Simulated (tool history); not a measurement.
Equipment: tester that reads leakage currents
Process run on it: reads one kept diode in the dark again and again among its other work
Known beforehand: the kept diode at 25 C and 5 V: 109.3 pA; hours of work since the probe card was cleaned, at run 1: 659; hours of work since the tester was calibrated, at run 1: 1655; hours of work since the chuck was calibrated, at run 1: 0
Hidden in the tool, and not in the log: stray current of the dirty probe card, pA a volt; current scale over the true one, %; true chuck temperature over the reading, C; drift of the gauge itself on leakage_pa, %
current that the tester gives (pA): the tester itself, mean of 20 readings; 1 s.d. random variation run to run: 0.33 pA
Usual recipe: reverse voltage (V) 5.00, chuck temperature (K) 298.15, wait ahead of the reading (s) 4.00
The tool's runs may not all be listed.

run,hour,reverse voltage (V),chuck temperature (K),wait ahead of the reading (s),hours of work since the probe card was cleaned,hours of work since the tester was calibrated,hours of work since the chuck was calibrated,current that the tester gives (pA)
1,0.0,5.00,298.15,4.00,659,1655,0,110.26
2,56.3,5.00,298.15,4.00,695,1690,36,109.62
3,140.1,3.83,298.15,4.00,748,1743,88,95.80
4,202.9,3.83,298.15,4.00,787,1783,128,96.12
5,246.7,5.00,298.15,0.72,815,1810,156,112.73
6,313.7,5.00,298.15,0.72,857,1853,198,113.35
7,380.7,9.22,314.15,0.49,900,1895,240,561.38
8,476.4,9.22,314.15,0.49,960,1955,301,563.41
# hour 486.2: probe card cleaned and baked
9,539.0,3.59,305.15,4.00,33,1993,338,167.78
10,623.4,2.93,298.15,4.00,87,2046,392,85.46
11,701.1,2.93,298.15,4.00,136,2095,441,86.16

Alternative continuations, all from the tool just after run 11; predict every row:
A,750.9,1.10,308.15,4.00,167,2127,472,?
B,750.9,1.09,327.15,2.28,167,2127,472,?
C,750.9,10.75,325.15,0.37,167,2127,472,?
D,750.9,1.36,298.15,0.76,167,2127,472,?
E,750.9,2.93,307.15,0.44,167,2127,472,?

run,current that the tester gives (pA)
A,110.90
B,445.64
C,1379.61
D,56.52
E,177.97
What these runs would have given with no unlogged condition in the tool:
run,current that the tester gives (pA)
A,106.19
B,430.79
C,1330.21
D,53.61
E,169.94
